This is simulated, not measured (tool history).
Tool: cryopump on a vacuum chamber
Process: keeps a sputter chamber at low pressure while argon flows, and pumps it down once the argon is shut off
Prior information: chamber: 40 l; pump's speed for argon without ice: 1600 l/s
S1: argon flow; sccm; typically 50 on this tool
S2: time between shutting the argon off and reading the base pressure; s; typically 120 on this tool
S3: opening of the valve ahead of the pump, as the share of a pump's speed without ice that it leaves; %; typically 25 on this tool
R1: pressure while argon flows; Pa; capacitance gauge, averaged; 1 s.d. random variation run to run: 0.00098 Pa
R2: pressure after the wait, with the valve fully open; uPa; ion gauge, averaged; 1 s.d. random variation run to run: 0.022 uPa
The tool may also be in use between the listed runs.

run 1 hour=0.0 | S1=50 S2=120 S3=25 | R1=0.2121 R2=0.73
run 2 hour=7.0 | S1=50 S2=120 S3=25 | R1=0.2137 R2=0.74
run 3 hour=21.3 | S1=50 S2=120 S3=25 | R1=0.2121 R2=0.70
run 4 hour=37.2 | S1=50 S2=120 S3=25 | R1=0.2129 R2=0.73
run 5 hour=48.7 | S1=50 S2=120 S3=25 | R1=0.2125 R2=0.75
run 6 hour=59.6 | S1=29 S2=120 S3=25 | R1=0.1240 R2=0.70
run 7 hour=69.4 | S1=29 S2=120 S3=25 | R1=0.1246 R2=0.80
run 8 hour=84.0 | S1=29 S2=120 S3=25 | R1=0.1243 R2=0.71
run 9 hour=94.9 | S1=33 S2=73 S3=46 | R1=0.0769 R2=0.97
run 10 hour=102.2 | S1=33 S2=73 S3=46 | R1=0.0761 R2=0.99
run 11 hour=117.7 | S1=33 S2=73 S3=46 | R1=0.0772 R2=0.95
run 12 hour=127.0 | S1=28 S2=120 S3=50 | R1=0.0603 R2=0.76
run 13 hour=143.1 | S1=49 S2=296 S3=25 | R1=0.2108 R2=0.56
run 14 hour=157.5 | S1=45 S2=43 S3=18 | R1=0.2671 R2=1.41
run 15 hour=168.7 | S1=45 S2=43 S3=18 | R1=0.2665 R2=1.38

Branching from run 15: 4 alternative next runs. What would each branch give?
run A hour=175.8 | S1=48 S2=39 S3=18 | R1=? R2=?
run B hour=175.8 | S1=45 S2=43 S3=32 | R1=? R2=?
run C hour=175.8 | S1=62 S2=46 S3=25 | R1=? R2=?
run D hour=175.8 | S1=87 S2=119 S3=23 | R1=? R2=?

run=A R1=0.2867 R2=1.50
run=B R1=0.1517 R2=1.42
run=C R1=0.2672 R2=1.30
run=D R1=0.4032 R2=0.76
What these runs would have given with no unlogged condition in the tool:
run=A R1=0.2836 R2=1.26
run=B R1=0.1487 R2=1.18
run=C R1=0.2631 R2=1.06
run=D R1=0.3976 R2=0.52
